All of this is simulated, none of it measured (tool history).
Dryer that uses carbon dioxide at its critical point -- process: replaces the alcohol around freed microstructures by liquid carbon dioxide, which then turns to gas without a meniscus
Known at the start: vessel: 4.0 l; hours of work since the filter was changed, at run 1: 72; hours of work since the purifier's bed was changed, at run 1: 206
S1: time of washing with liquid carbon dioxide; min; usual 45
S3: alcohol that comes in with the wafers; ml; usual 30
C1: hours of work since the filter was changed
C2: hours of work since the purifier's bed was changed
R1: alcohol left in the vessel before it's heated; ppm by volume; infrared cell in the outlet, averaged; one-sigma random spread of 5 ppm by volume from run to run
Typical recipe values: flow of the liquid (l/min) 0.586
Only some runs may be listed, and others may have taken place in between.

{"run": 1, "hour": 0.0, "S1": 45, "flow of the liquid (l/min)": 0.586, "S3": 30, "C1": 72, "C2": 206, "R1": 81}
{"run": 2, "hour": 11.9, "S1": 45, "flow of the liquid (l/min)": 0.586, "S3": 30, "C1": 76, "C2": 211, "R1": 79}
{"run": 3, "hour": 24.2, "S1": 45, "flow of the liquid (l/min)": 0.586, "S3": 30, "C1": 81, "C2": 216, "R1": 78}
{"run": 4, "hour": 38.0, "S1": 45, "flow of the liquid (l/min)": 0.586, "S3": 30, "C1": 87, "C2": 221, "R1": 85}
{"run": 5, "hour": 54.7, "S1": 45, "flow of the liquid (l/min)": 0.586, "S3": 30, "C1": 93, "C2": 228, "R1": 91}
{"run": 6, "hour": 69.3, "S1": 45, "flow of the liquid (l/min)": 0.586, "S3": 30, "C1": 99, "C2": 234, "R1": 85}
{"run": 7, "hour": 90.1, "S1": 45, "flow of the liquid (l/min)": 0.397, "S3": 30, "C1": 107, "C2": 242, "R1": 245}
{"run": 8, "hour": 110.5, "S1": 45, "flow of the liquid (l/min)": 0.397, "S3": 30, "C1": 115, "C2": 250, "R1": 241}
{"run": 9, "hour": 128.1, "S1": 45, "flow of the liquid (l/min)": 0.397, "S3": 30, "C1": 122, "C2": 257, "R1": 250}
{"run": 10, "hour": 145.8, "S1": 45, "flow of the liquid (l/min)": 0.397, "S3": 30, "C1": 129, "C2": 264, "R1": 259}
{"run": 11, "hour": 155.7, "S1": 45, "flow of the liquid (l/min)": 0.586, "S3": 24, "C1": 133, "C2": 268, "R1": 83}
{"run": 12, "hour": 175.0, "S1": 45, "flow of the liquid (l/min)": 0.586, "S3": 24, "C1": 141, "C2": 276, "R1": 93}
{"run": 13, "hour": 196.3, "S1": 45, "flow of the liquid (l/min)": 0.586, "S3": 24, "C1": 149, "C2": 284, "R1": 88}
{"run": 14, "hour": 216.5, "S1": 45, "flow of the liquid (l/min)": 0.559, "S3": 40, "C1": 157, "C2": 292, "R1": 133}
{"run": 15, "hour": 229.5, "S1": 45, "flow of the liquid (l/min)": 0.488, "S3": 30, "C1": 162, "C2": 297, "R1": 144}
{"run": 16, "hour": 248.5, "S1": 45, "flow of the liquid (l/min)": 0.488, "S3": 30, "C1": 170, "C2": 305, "R1": 158}
{"run": 17, "hour": 258.6, "S1": 45, "flow of the liquid (l/min)": 0.43, "S3": 25, "C1": 174, "C2": 308, "R1": 188}
{"run": 18, "hour": 273.4, "S1": 45, "flow of the liquid (l/min)": 0.43, "S3": 25, "C1": 180, "C2": 314, "R1": 190}
{"run": 19, "hour": 294.9, "S1": 45, "flow of the liquid (l/min)": 0.43, "S3": 25, "C1": 188, "C2": 323, "R1": 191}
{"run": 20, "hour": 306.4, "S1": 45, "flow of the liquid (l/min)": 0.43, "S3": 25, "C1": 193, "C2": 327, "R1": 201}
{"run": 21, "hour": 321.5, "S1": 45, "flow of the liquid (l/min)": 0.586, "S3": 91, "C1": 199, "C2": 333, "R1": 184}
{"run": 22, "hour": 337.3, "S1": 45, "flow of the liquid (l/min)": 0.586, "S3": 91, "C1": 205, "C2": 340, "R1": 190}
{"run": 23, "hour": 346.7, "S1": 45, "flow of the liquid (l/min)": 0.586, "S3": 91, "C1": 209, "C2": 343, "R1": 194}
{"run": 24, "hour": 360.1, "S1": 51, "flow of the liquid (l/min)": 0.432, "S3": 40, "C1": 214, "C2": 349, "R1": 189}
{"run": 25, "hour": 377.1, "S1": 55, "flow of the liquid (l/min)": 0.598, "S3": 64, "C1": 220, "C2": 355, "R1": 100}

Consider 3 possible next runs. They are alternatives, not a sequence: every one starts from the tool as it was left by run 25. What does each give?
{"run": "A", "hour": 389.3, "S1": 55, "flow of the liquid (l/min)": 0.554, "S3": 64, "C1": 225, "C2": 360, "R1": "?"}
{"run": "B", "hour": 389.3, "S1": 47, "flow of the liquid (l/min)": 0.983, "S3": 30, "C1": 225, "C2": 360, "R1": "?"}
{"run": "C", "hour": 389.3, "S1": 33, "flow of the liquid (l/min)": 0.356, "S3": 52, "C1": 225, "C2": 360, "R1": "?"}

run=A R1=118
run=B R1=84
run=C R1=1368
The same runs, with their run-to-run variation unchanged, on a tool lacking any hidden condition would have given:
run=A R1=30
run=B R1=9
run=C R1=1088
